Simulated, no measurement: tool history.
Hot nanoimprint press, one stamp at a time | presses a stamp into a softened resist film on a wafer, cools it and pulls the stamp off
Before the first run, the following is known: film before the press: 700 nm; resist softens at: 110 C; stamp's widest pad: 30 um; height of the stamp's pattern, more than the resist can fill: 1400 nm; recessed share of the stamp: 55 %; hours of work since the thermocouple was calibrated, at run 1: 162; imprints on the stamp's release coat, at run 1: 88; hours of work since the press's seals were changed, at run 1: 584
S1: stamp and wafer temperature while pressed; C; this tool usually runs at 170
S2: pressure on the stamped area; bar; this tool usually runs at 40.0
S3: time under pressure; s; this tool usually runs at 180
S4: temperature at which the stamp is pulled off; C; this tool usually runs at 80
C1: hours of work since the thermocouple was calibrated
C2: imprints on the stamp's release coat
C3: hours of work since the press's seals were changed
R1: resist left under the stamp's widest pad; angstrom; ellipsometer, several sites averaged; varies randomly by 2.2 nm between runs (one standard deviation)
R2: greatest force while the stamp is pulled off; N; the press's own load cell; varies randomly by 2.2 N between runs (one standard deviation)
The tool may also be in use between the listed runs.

run	hour	S1	S2	S3	S4	C1	C2	C3	R1	R2
1	0.0	170	40.0	180	80	162	88	584	3550	154
2	81.3	170	40.0	180	80	195	267	617	3534	160
3	173.6	170	40.0	180	80	233	470	655	3520	157
4	216.2	170	40.0	180	80	250	564	672	3558	162
# hour 308.9: plate thermocouple calibrated
5	311.8	170	40.0	180	74	1	768	710	3555	171
6	393.8	170	40.0	180	74	35	948	744	3516	170
# hour 453.9: stamp cleaned and given a new release coat
7	466.3	170	40.0	180	74	62	28	771	3564	167
8	533.9	170	40.0	180	74	89	176	798	3494	171
9	607.4	170	40.0	180	74	119	338	828	3557	167
10	647.8	170	40.0	230	80	136	427	845	3222	159
11	702.6	170	40.0	230	80	158	548	867	3253	156
12	775.1	170	40.0	230	80	188	707	896	3273	153
13	845.6	170	40.0	180	80	216	862	925	3566	152
# hour 947.2: stamp cleaned and given a new release coat
14	948.8	170	33.3	180	80	256	3	965	3835	159
15	991.6	170	33.3	180	80	273	97	982	3832	155
# hour 1026.3: plate thermocouple calibrated
16	1036.4	170	40.0	180	80	4	189	999	3524	158
17	1121.9	170	40.0	180	87	39	377	1034	3560	143
18	1173.0	176	40.0	180	78	60	490	1055	2521	157
19	1215.5	170	40.0	180	77	77	583	1072	3559	162
20	1257.0	170	40.0	125	87	94	675	1089	3985	144
21	1310.8	170	40.0	125	87	116	793	1111	3958	142
22	1383.3	176	36.1	162	77	145	953	1141	2748	165
# hour 1442.9: stamp cleaned and given a new release coat
23	1445.5	170	25.0	180	80	168	5	1164	4317	159
# hour 1463.8: press's hydraulic seals changed and the load cell set to zero
24	1524.8	170	40.0	127	65	197	162	25	3986	192
25	1603.7	162	40.0	212	87	230	336	57	5087	141
26	1645.6	162	40.0	212	87	247	428	74	5111	144
27	1719.4	162	40.0	212	87	277	591	104	5074	140
# hour 1750.7: plate thermocouple calibrated
28	1811.2	162	40.0	212	87	25	786	140	5094	142
29	1865.5	162	40.0	212	87	47	905	162	5072	140
30	1932.3	181	57.7	126	70	74	1052	190	1759	183
# hour 1946.6: stamp cleaned and given a new release coat
31	2037.7	181	57.7	126	70	114	200	230	1770	179

Here are 3 independent what-if runs from the current tool condition. What would each one return?
A	2102.7	176	57.7	117	68	141	343	257	?	?
B	2102.7	170	40.0	337	65	141	343	257	?	?
C	2102.7	181	26.6	161	66	141	343	257	?	?

run	R1	R2
A	2427	187
B	2837	190
C	2432	187
What these runs would have given with no unlogged condition in the tool:
run	R1	R2
A	2425	187
B	2835	190
C	2430	186
